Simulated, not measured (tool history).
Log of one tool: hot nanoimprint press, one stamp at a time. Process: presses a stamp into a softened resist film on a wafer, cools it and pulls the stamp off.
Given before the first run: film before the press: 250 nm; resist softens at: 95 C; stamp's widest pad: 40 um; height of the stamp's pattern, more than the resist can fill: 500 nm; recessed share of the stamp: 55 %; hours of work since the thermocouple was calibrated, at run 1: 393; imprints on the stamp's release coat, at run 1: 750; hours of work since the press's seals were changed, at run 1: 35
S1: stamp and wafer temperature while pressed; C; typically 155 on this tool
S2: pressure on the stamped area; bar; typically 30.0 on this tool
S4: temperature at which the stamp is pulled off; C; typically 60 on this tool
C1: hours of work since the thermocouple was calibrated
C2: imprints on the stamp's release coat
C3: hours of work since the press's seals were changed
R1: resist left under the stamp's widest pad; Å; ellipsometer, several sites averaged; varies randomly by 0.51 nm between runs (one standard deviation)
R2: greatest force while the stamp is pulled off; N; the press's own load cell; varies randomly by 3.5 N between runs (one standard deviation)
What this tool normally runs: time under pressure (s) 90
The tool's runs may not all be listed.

Run 1, hour 0.0: usual settings; C1 393; C2 750; C3 35. Result: R1 1155 Å, R2 210 N.
Run 2, hour 8.6: usual settings; C1 397; C2 765; C3 40. Result: R1 1156 Å, R2 205 N.
Run 3, hour 15.6: usual settings; C1 401; C2 777; C3 44. Result: R1 1153 Å, R2 211 N.
At hour 25.2: plate thermocouple calibrated.
Run 4, hour 29.4: usual settings but S2 44.0 bar; C1 2; C2 796; C3 49. Result: R1 958 Å, R2 206 N.
Run 5, hour 38.0: usual settings but time under pressure (s) 67; C1 7; C2 812; C3 54. Result: R1 1285 Å, R2 212 N.
Run 6, hour 44.1: usual settings but S1 164 C, S2 21.1 bar, time under pressure (s) 66, S4 52 C; C1 10; C2 823; C3 57. Result: R1 940 Å, R2 241 N.
Run 7, hour 52.2: usual settings but time under pressure (s) 92; C1 14; C2 837; C3 62. Result: R1 1145 Å, R2 203 N.
Run 8, hour 63.1: usual settings but S1 166 C, S2 46.8 bar, time under pressure (s) 98, S4 52 C; C1 20; C2 856; C3 68. Result: R1 466 Å, R2 235 N.
Run 9, hour 72.2: usual settings but S2 31.7 bar, S4 46 C; C1 25; C2 873; C3 72. Result: R1 1122 Å, R2 263 N.
Run 10, hour 82.4: usual settings but S2 18.1 bar, time under pressure (s) 161, S4 46 C; C1 31; C2 891; C3 78. Result: R1 1180 Å, R2 245 N.

Alternative continuations, all from the tool just after run 10; predict every row:
Run A, hour 92.9: usual settings but S2 18.1 bar, time under pressure (s) 64, S4 63 C; C1 36; C2 909; C3 83. Result: R1 ?, R2 ?.
Run B, hour 92.9: usual settings but S1 150 C, S2 18.1 bar, time under pressure (s) 161, S4 48 C; C1 36; C2 909; C3 83. Result: R1 ?, R2 ?.
Run C, hour 92.9: usual settings but S2 27.5 bar, time under pressure (s) 55, S4 46 C; C1 36; C2 909; C3 83. Result: R1 ?, R2 ?.
Run D, hour 92.9: usual settings but S2 34.3 bar, time under pressure (s) 165, S4 51 C; C1 36; C2 909; C3 83. Result: R1 ?, R2 ?.

run    R1   R2
  A  1574  205
  B  1527  252
  C  1411  262
  D   868  241
Had the tool no hidden state, the same runs would have come out as:
run    R1   R2
  A  1589  205
  B  1542  251
  C  1425  261
  D   876  240
